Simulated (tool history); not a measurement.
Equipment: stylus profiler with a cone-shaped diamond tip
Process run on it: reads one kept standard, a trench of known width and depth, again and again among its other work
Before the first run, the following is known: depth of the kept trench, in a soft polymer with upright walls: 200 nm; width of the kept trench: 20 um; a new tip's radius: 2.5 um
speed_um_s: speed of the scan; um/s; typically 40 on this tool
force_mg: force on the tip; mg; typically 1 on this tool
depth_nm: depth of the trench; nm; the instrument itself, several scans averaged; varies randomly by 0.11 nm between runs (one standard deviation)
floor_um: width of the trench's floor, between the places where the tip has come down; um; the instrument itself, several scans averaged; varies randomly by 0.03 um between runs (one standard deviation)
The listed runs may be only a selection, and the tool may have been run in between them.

Run 1, hour 0: usual settings. Result: depth_nm 202.56 nm, floor_um 17.65 um.
Run 2, hour 113.6: usual settings but speed_um_s 47 um/s. Result: depth_nm 202.79 nm, floor_um 17.68 um.
Run 3, hour 235.4: usual settings but speed_um_s 47 um/s. Result: depth_nm 202.82 nm, floor_um 17.61 um.
Run 4, hour 372.5: usual settings but speed_um_s 47 um/s. Result: depth_nm 202.73 nm, floor_um 17.6 um.
Run 5, hour 497.7: usual settings but speed_um_s 113 um/s. Result: depth_nm 202.96 nm, floor_um 17.32 um.
At hour 610.3: height scale calibrated on a step standard.
Run 6, hour 615.3: usual settings but speed_um_s 113 um/s. Result: depth_nm 202.94 nm, floor_um 17.33 um.
Run 7, hour 751.4: usual settings but speed_um_s 113 um/s. Result: depth_nm 203.07 nm, floor_um 17.23 um.
Run 8, hour 840.3: usual settings but speed_um_s 113 um/s. Result: depth_nm 203.15 nm, floor_um 17.23 um.
Run 9, hour 933.7: usual settings but speed_um_s 71 um/s. Result: depth_nm 203.17 nm, floor_um 17.38 um.
Run 10, hour 1005.4: usual settings but speed_um_s 125 um/s. Result: depth_nm 203.33 nm, floor_um 17.2 um.
Run 11, hour 1091.8: usual settings but speed_um_s 125 um/s. Result: depth_nm 203.29 nm, floor_um 17.21 um.
Run 12, hour 1153.2: usual settings but speed_um_s 125 um/s. Result: depth_nm 203.37 nm, floor_um 17.15 um.
Run 13, hour 1212: usual settings but speed_um_s 125 um/s. Result: depth_nm 203.38 nm, floor_um 17.16 um.
Run 14, hour 1347.7: usual settings but speed_um_s 125 um/s. Result: depth_nm 203.39 nm, floor_um 17.14 um.
At hour 1391.2: height scale calibrated on a step standard, once more.
Run 15, hour 1487.9: usual settings but speed_um_s 125 um/s. Result: depth_nm 201.86 nm, floor_um 17.16 um.
Run 16, hour 1564.8: usual settings but force_mg 0.54 mg. Result: depth_nm 201.26 nm, floor_um 17.33 um.
Run 17, hour 1683.9: usual settings but force_mg 0.54 mg. Result: depth_nm 201.38 nm, floor_um 17.35 um.
Run 18, hour 1745.8: usual settings but speed_um_s 14 um/s. Result: depth_nm 201.81 nm, floor_um 17.47 um.
Run 19, hour 1845.3: usual settings but speed_um_s 11 um/s. Result: depth_nm 202.08 nm, floor_um 17.49 um.
Run 20, hour 1920.7: usual settings but speed_um_s 12 um/s. Result: depth_nm 202.01 nm, floor_um 17.46 um.
Run 21, hour 2036: usual settings but speed_um_s 12 um/s. Result: depth_nm 201.92 nm, floor_um 17.43 um.
Run 22, hour 2131.5: usual settings but speed_um_s 12 um/s, force_mg 2.77 mg. Result: depth_nm 203.83 nm, floor_um 17.42 um.
Run 23, hour 2271.9: usual settings but speed_um_s 12 um/s, force_mg 2.77 mg. Result: depth_nm 203.59 nm, floor_um 17.44 um.
Run 24, hour 2413.7: usual settings but speed_um_s 49 um/s, force_mg 2.04 mg. Result: depth_nm 203.09 nm, floor_um 17.26 um.
Run 25, hour 2542.9: usual settings but speed_um_s 49 um/s, force_mg 2.04 mg. Result: depth_nm 203.39 nm, floor_um 17.28 um.
Run 26, hour 2653.6: usual settings but speed_um_s 14 um/s, force_mg 0.77 mg. Result: depth_nm 202.21 nm, floor_um 17.36 um.
Run 27, hour 2719.8: usual settings but speed_um_s 14 um/s, force_mg 0.77 mg. Result: depth_nm 202.12 nm, floor_um 17.28 um.
Run 28, hour 2856.3: usual settings but speed_um_s 110 um/s, force_mg 2.83 mg. Result: depth_nm 204.34 nm, floor_um 17.14 um.
Run 29, hour 2941.1: usual settings but speed_um_s 110 um/s, force_mg 2.83 mg. Result: depth_nm 204.4 nm, floor_um 17.13 um.
Run 30, hour 3054.7: usual settings but speed_um_s 19 um/s, force_mg 2.9 mg. Result: depth_nm 204.59 nm, floor_um 17.29 um.
Run 31, hour 3133: usual settings but speed_um_s 35 um/s, force_mg 0.8 mg. Result: depth_nm 202.51 nm, floor_um 17.17 um.
Run 32, hour 3258.9: usual settings but speed_um_s 158 um/s, force_mg 2.63 mg. Result: depth_nm 204.18 nm, floor_um 17 um.
Run 33, hour 3372.4: usual settings but speed_um_s 158 um/s, force_mg 2.63 mg. Result: depth_nm 204.39 nm, floor_um 16.98 um.
Run 34, hour 3449.6: usual settings but speed_um_s 158 um/s, force_mg 2.63 mg. Result: depth_nm 204.5 nm, floor_um 16.96 um.
At hour 3537.1: height scale calibrated on a step standard.
Run 35, hour 3552.7: usual settings but speed_um_s 16 um/s, force_mg 1.61 mg. Result: depth_nm 202.37 nm, floor_um 17.25 um.
Run 36, hour 3694.4: usual settings but speed_um_s 38 um/s, force_mg 1.11 mg. Result: depth_nm 201.99 nm, floor_um 17.12 um.
Run 37, hour 3775: usual settings but force_mg 0.35 mg. Result: depth_nm 201.05 nm, floor_um 17.02 um.
Run 38, hour 3843.5: usual settings but speed_um_s 49 um/s, force_mg 0.36 mg. Result: depth_nm 201.13 nm, floor_um 16.93 um.
Run 39, hour 3919.4: usual settings but speed_um_s 21 um/s. Result: depth_nm 201.83 nm, floor_um 17.08 um.
Run 40, hour 3992.4: usual settings but speed_um_s 25 um/s, force_mg 0.4 mg. Result: depth_nm 201.31 nm, floor_um 17.08 um.
Run 41, hour 4078.1: usual settings but speed_um_s 25 um/s, force_mg 1.21 mg. Result: depth_nm 202.26 nm, floor_um 17.08 um.
Run 42, hour 4170.3: usual settings but speed_um_s 25 um/s, force_mg 0.34 mg. Result: depth_nm 201.09 nm, floor_um 17.01 um.
Run 43, hour 4271.5: usual settings but speed_um_s 66 um/s, force_mg 1.73 mg. Result: depth_nm 202.86 nm, floor_um 16.99 um.
Run 44, hour 4339.8: usual settings but speed_um_s 30 um/s, force_mg 1.73 mg. Result: depth_nm 202.81 nm, floor_um 17.1 um.
Run 45, hour 4444.8: usual settings but speed_um_s 59 um/s, force_mg 1.61 mg. Result: depth_nm 202.82 nm, floor_um 16.92 um.

Results for each run, recomputed without the tool's hidden state and with each run's random variation untouched:
The hidden state here: radius of the tip, um; height scale over the true one, %; drift of the gauge itself on depth_nm, %; drift of the gauge itself on floor_um, %.
run  depth_nm  floor_um
  1    201.72     17.91
  2    201.88     17.95
  3    201.85     17.91
  4    201.68     17.92
  5    201.84     17.66
  6    201.61     17.69
  7    201.67     17.61
  8     201.7     17.62
  9    201.66     17.78
 10    201.79     17.61
 11     201.7     17.64
 12    201.75     17.59
 13    201.73     17.61
 14    201.66     17.61
 15    201.86     17.66
 16    201.22     17.84
 17    201.27     17.87
 18    201.66        18
 19    201.88     18.04
 20    201.76     18.02
 21    201.62     18.01
 22    203.47     18.01
 23    203.16     18.05
 24    202.58     17.89
 25    202.81     17.93
 26    201.58     18.02
 27    201.45     17.96
 28    203.59     17.83
 29     203.6     17.84
 30    203.72     18.01
 31    201.61     17.91
 32     203.2     17.75
 33    203.34     17.75
 34    203.41     17.74
 35    202.36     18.04
 36     201.9     17.94
 37    200.91     17.84
 38    200.96     17.77
 39    201.61     17.93
 40    201.05     17.93
 41    201.96     17.95
 42    200.73     17.88
 43    202.44     17.88
 44    202.35        18
 45    202.31     17.83
